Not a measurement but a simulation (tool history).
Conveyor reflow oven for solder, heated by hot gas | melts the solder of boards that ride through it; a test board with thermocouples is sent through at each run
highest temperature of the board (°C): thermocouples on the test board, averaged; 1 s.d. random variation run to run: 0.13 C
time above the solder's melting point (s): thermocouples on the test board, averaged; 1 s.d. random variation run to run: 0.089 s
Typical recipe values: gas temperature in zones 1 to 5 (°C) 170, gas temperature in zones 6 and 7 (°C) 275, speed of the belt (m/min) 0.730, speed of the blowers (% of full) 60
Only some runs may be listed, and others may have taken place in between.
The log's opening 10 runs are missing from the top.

| run | hour | gas temperature in zones 1 to 5 (°C) | gas temperature in zones 6 and 7 (°C) | speed of the belt (m/min) | speed of the blowers (% of full) | highest temperature of the board (°C) | time above the solder's melting point (s) |
|---|---|---|---|---|---|---|---|
| 11 | 72.1 | 170 | 275 | 0.643 | 60 | 260.7 | 60.06 |
| 12 | 77.7 | 159 | 275 | 0.730 | 60 | 254.3 | 46.11 |
| 13 | 85.7 | 170 | 275 | 0.730 | 77 | 260.3 | 52.83 |
| 14 | 92.9 | 170 | 275 | 0.730 | 77 | 260.1 | 52.72 |
| 15 | 99.6 | 170 | 275 | 0.730 | 77 | 260.4 | 52.94 |
| 16 | 107.3 | 170 | 275 | 0.730 | 60 | 256.2 | 49.96 |
| 17 | 114.4 | 167 | 273 | 0.761 | 60 | 252.5 | 44.62 |
| 18 | 120.7 | 170 | 275 | 0.730 | 75 | 259.8 | 52.32 |
| 19 | 127.0 | 170 | 275 | 0.655 | 60 | 259.7 | 58.58 |
| 20 | 132.6 | 175 | 279 | 0.730 | 60 | 260.8 | 53.86 |
| 21 | 138.4 | 175 | 275 | 0.730 | 80 | 261.5 | 54.97 |
| 22 | 149.7 | 171 | 289 | 0.730 | 60 | 268.6 | 56.42 |
| 23 | 156.2 | 171 | 289 | 0.729 | 68 | 271.0 | 57.52 |
| 24 | 161.4 | 171 | 289 | 0.729 | 68 | 270.9 | 57.48 |
| 25 | 167.2 | 171 | 289 | 0.729 | 68 | 270.8 | 57.49 |

The next listed run, before its measurement:
| 26 | 179.2 | 170 | 277 | 0.832 | 60 | ? | ? |

highest temperature of the board (°C): 253.1
time above the solder's melting point (s): 41.26
With the hidden condition absent and the run-to-run variation left alone, this run would have shown highest temperature of the board (°C) 253.1, time above the solder's melting point (s) 41.29.
